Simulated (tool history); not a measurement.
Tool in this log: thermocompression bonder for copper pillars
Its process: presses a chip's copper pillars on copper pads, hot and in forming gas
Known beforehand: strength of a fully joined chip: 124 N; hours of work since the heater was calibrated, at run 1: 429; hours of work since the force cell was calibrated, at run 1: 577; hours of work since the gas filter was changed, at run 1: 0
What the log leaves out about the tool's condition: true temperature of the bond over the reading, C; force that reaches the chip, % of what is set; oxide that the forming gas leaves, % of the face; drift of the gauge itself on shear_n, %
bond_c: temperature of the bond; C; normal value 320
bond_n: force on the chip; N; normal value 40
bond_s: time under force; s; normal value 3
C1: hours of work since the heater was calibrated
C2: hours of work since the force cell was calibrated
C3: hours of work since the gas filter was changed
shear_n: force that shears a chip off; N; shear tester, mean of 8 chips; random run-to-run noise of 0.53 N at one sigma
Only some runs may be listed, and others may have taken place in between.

Run 1, hour 0: usual settings; C1 429; C2 577; C3 0. Result: shear_n 47 N.
Run 2, hour 19.1: usual settings; C1 444; C2 592; C3 15. Result: shear_n 46.5 N.
Run 3, hour 33.5: usual settings; C1 455; C2 603; C3 26. Result: shear_n 46.1 N.
Run 4, hour 46.4: usual settings; C1 465; C2 613; C3 37. Result: shear_n 45.9 N.
Run 5, hour 64.6: usual settings but bond_c 322 C; C1 479; C2 628; C3 51. Result: shear_n 47.3 N.
Run 6, hour 72.8: usual settings but bond_s 5 s; C1 486; C2 634; C3 57. Result: shear_n 56.8 N.
Run 7, hour 91.6: usual settings but bond_s 5 s; C1 501; C2 649; C3 72. Result: shear_n 57.4 N.
Run 8, hour 103: usual settings but bond_s 5 s; C1 510; C2 658; C3 81. Result: shear_n 57.1 N.
Run 9, hour 113.7: usual settings but bond_s 5 s; C1 518; C2 666; C3 89. Result: shear_n 56.5 N.
Run 10, hour 131.6: usual settings but bond_s 5 s; C1 532; C2 680; C3 104. Result: shear_n 56.4 N.
Run 11, hour 140.8: usual settings; C1 539; C2 688; C3 111. Result: shear_n 46.4 N.
Run 12, hour 154.9: usual settings; C1 550; C2 699; C3 122. Result: shear_n 46.7 N.
Run 13, hour 168.6: usual settings; C1 561; C2 709; C3 133. Result: shear_n 46.9 N.
Run 14, hour 180.6: usual settings; C1 571; C2 719; C3 142. Result: shear_n 46.8 N.
Run 15, hour 193.8: usual settings; C1 581; C2 729; C3 152. Result: shear_n 46.2 N.
Run 16, hour 201.7: usual settings; C1 587; C2 735; C3 159. Result: shear_n 46.9 N.
Run 17, hour 216.9: usual settings; C1 599; C2 747; C3 171. Result: shear_n 46.5 N.
Run 18, hour 231.7: usual settings but bond_c 339 C, bond_n 60 N; C1 611; C2 759; C3 182. Result: shear_n 75 N.
Run 19, hour 241.4: usual settings but bond_c 317 C, bond_n 32 N; C1 619; C2 767; C3 190. Result: shear_n 35.7 N.
Run 20, hour 251.5: usual settings but bond_c 317 C, bond_n 32 N; C1 626; C2 775; C3 198. Result: shear_n 36.2 N.
Run 21, hour 268.3: usual settings but bond_c 317 C, bond_n 32 N; C1 640; C2 788; C3 211. Result: shear_n 35.4 N.
Run 22, hour 276.4: usual settings but bond_c 327 C, bond_n 25 N, bond_s 2 s; C1 646; C2 794; C3 217. Result: shear_n 25.2 N.
Run 23, hour 290.7: usual settings but bond_c 298 C, bond_n 25 N, bond_s 2 s; C1 657; C2 806; C3 229. Result: shear_n 18 N.
Run 24, hour 299.8: usual settings but bond_n 59 N; C1 664; C2 813; C3 236. Result: shear_n 65.4 N.
Run 25, hour 311.6: usual settings but bond_c 296 C, bond_n 31 N, bond_s 5 s; C1 674; C2 822; C3 245. Result: shear_n 34.5 N.
Run 26, hour 327.7: usual settings but bond_c 296 C, bond_n 31 N, bond_s 5 s; C1 686; C2 835; C3 258. Result: shear_n 34.6 N.
Run 27, hour 337.8: usual settings but bond_n 36 N, bond_s 6 s; C1 694; C2 843; C3 266. Result: shear_n 54.2 N.
Run 28, hour 356.3: usual settings but bond_c 300 C, bond_n 31 N; C1 709; C2 857; C3 280. Result: shear_n 29.1 N.
Run 29, hour 364.7: usual settings but bond_c 300 C, bond_n 31 N; C1 715; C2 864; C3 287. Result: shear_n 29.9 N.
Run 30, hour 378.3: usual settings but bond_c 300 C, bond_n 31 N; C1 726; C2 874; C3 298. Result: shear_n 28.9 N.
Run 31, hour 391.6: usual settings but bond_c 325 C, bond_n 27 N, bond_s 6 s; C1 737; C2 885; C3 308. Result: shear_n 43.6 N.
Run 32, hour 404.4: usual settings but bond_n 34 N, bond_s 2 s; C1 747; C2 895; C3 318. Result: shear_n 33.5 N.
Run 33, hour 420.4: usual settings but bond_n 34 N, bond_s 2 s; C1 759; C2 907; C3 331. Result: shear_n 32.7 N.

Below are 3 alternative next runs, each starting from the tool's condition after run 33. Predict each:
At hour 423.9: heater calibrated with a thermocouple chip.
Run A, hour 430.4: usual settings but bond_n 60 N, bond_s 7 s; C1 5; C2 914; C3 337. Result: shear_n ?.
At hour 423.9: heater calibrated with a thermocouple chip.
Run B, hour 430.4: usual settings but bond_s 4 s; C1 5; C2 914; C3 337. Result: shear_n ?.
At hour 423.9: heater calibrated with a thermocouple chip.
Run C, hour 430.4: usual settings but bond_c 314 C, bond_n 32 N; C1 5; C2 914; C3 337. Result: shear_n ?.

run  shear_n
  A     78.1
  B     46.1
  C     31.6
The same runs, with their run-to-run variation unchanged, on a tool lacking any hidden condition would have given:
run  shear_n
  A     81.6
  B     47.5
  C     32.4

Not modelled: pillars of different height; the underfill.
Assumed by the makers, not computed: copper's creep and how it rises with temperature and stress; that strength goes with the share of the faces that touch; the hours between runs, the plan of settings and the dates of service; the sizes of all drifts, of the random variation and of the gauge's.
